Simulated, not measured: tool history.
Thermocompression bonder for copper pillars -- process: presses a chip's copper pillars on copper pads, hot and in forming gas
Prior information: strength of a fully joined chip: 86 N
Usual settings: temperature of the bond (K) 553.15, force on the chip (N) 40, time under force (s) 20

run,hour,temperature of the bond (K),force on the chip (N),time under force (s),force that shears a chip off (N)
1,0.0,553.15,40,20,48.6
2,25.2,553.15,40,20,49.7
3,43.3,553.15,40,20,50.1
4,71.5,553.15,40,20,48.7
5,95.9,553.15,48,20,55.6
6,131.1,553.15,40,20,47.5
7,158.4,553.15,47,20,52.7
8,183.2,553.15,40,20,48.0
# hour 203.2: forming gas filter changed
9,208.7,545.15,40,20,45.7
10,249.0,573.15,40,20,63.7
11,268.3,573.15,40,20,62.8
12,300.1,573.15,40,20,62.9
13,326.7,553.15,40,20,50.1
14,360.7,553.15,40,20,49.6
15,392.7,553.15,38,20,47.7
16,427.2,553.15,38,20,46.8
17,466.1,553.15,40,20,49.5
18,485.6,560.15,36,27,54.6
19,505.6,559.15,40,25,54.5
20,534.2,553.15,52,20,55.4
# hour 540.8: forming gas filter changed
21,574.8,553.15,52,20,60.3
22,597.0,564.15,40,46,69.6
23,620.8,576.15,40,53,77.1
24,660.5,554.15,27,20,39.3
25,686.6,554.15,51,20,60.0
26,718.7,554.15,51,20,57.9
27,758.9,573.15,35,19,58.0
28,788.8,565.15,45,16,56.7
29,816.7,551.15,40,20,47.7
# hour 832.7: heater calibrated with a thermocouple chip
30,845.6,551.15,40,20,41.6
31,875.2,551.15,40,20,41.2
# hour 879.1: forming gas filter changed
32,905.2,567.15,28,37,53.1
33,930.1,553.15,59,20,59.0
34,961.5,553.15,59,20,57.8

Each row is a separate what-if for the run after 34, all from the same tool condition, not one after another. Results?
A,981.8,553.15,44,35,?
B,981.8,569.15,59,38,?
C,981.8,553.15,34,20,?
D,981.8,576.15,50,44,?

run,force that shears a chip off (N)
A,56.1
B,76.2
C,40.3
D,76.6
What these runs would have given with no unlogged condition in the tool:
run,force that shears a chip off (N)
A,58.3
B,78.8
C,42.0
D,79.2

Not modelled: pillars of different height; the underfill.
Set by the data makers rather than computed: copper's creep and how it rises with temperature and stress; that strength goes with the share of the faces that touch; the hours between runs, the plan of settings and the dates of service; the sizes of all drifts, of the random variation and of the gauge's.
